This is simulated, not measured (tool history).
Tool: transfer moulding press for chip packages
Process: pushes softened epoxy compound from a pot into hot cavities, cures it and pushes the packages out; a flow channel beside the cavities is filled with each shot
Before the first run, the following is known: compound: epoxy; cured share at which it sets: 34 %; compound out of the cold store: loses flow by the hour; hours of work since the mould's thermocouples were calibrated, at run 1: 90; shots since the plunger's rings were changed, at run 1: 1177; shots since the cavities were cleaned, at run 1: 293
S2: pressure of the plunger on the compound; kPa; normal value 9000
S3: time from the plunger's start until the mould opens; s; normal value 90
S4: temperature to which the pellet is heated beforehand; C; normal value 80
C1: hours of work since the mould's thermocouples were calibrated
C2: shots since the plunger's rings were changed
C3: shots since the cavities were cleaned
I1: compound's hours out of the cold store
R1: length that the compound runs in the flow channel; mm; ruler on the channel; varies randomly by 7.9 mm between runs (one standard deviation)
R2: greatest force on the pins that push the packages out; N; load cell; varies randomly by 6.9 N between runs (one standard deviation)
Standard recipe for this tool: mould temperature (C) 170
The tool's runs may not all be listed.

Run 1, hour 0.0: usual settings; C1 90; C2 1177; C3 293; I1 15.8. Result: R1 933 mm, R2 383 N.
Run 2, hour 24.8: usual settings; C1 105; C2 1494; C3 610; I1 16.7. Result: R1 945 mm, R2 418 N.
At hour 35.7: cavities cleaned with cleaning compound and waxed.
Run 3, hour 46.9: usual settings but S4 82 C; C1 118; C2 1759; C3 144; I1 40.8. Result: R1 869 mm, R2 506 N.
Run 4, hour 68.9: usual settings but S4 82 C; C1 132; C2 2041; C3 426; I1 45.0. Result: R1 829 mm, R2 470 N.
Run 5, hour 82.4: usual settings but S4 82 C; C1 141; C2 2214; C3 599; I1 21.2. Result: R1 915 mm, R2 512 N.
At hour 94.0: cavities cleaned with cleaning compound and waxed.
Run 6, hour 111.1: usual settings but S4 82 C; C1 158; C2 2563; C3 220; I1 17.1. Result: R1 908 mm, R2 342 N.
Run 7, hour 134.5: usual settings; C1 173; C2 2863; C3 520; I1 13.9. Result: R1 919 mm, R2 401 N.
At hour 152.2: cavities cleaned with cleaning compound and waxed.
Run 8, hour 153.3: usual settings; C1 184; C2 3085; C3 15; I1 29.3. Result: R1 873 mm, R2 294 N.
Run 9, hour 167.0: usual settings; C1 192; C2 3260; C3 190; I1 39.7. Result: R1 821 mm, R2 329 N.
Run 10, hour 180.1: usual settings but mould temperature (C) 174; C1 200; C2 3429; C3 359; I1 36.1. Result: R1 824 mm, R2 302 N.
At hour 191.8: cavities cleaned with cleaning compound and waxed, once more.
Run 11, hour 193.8: usual settings but mould temperature (C) 174; C1 208; C2 3584; C3 24; I1 27.2. Result: R1 847 mm, R2 237 N.

Forecast run 12:
Run 12, hour 218.9: usual settings but mould temperature (C) 173, S3 119 s; C1 224; C2 3907; C3 347; I1 10.2. Result: R1 ?, R2 ?.

R1: 909 mm
R2: 257 N
Were there no unlogged condition in the tool, this run, its random variation unchanged, would have produced R1 988 mm, R2 190 N.
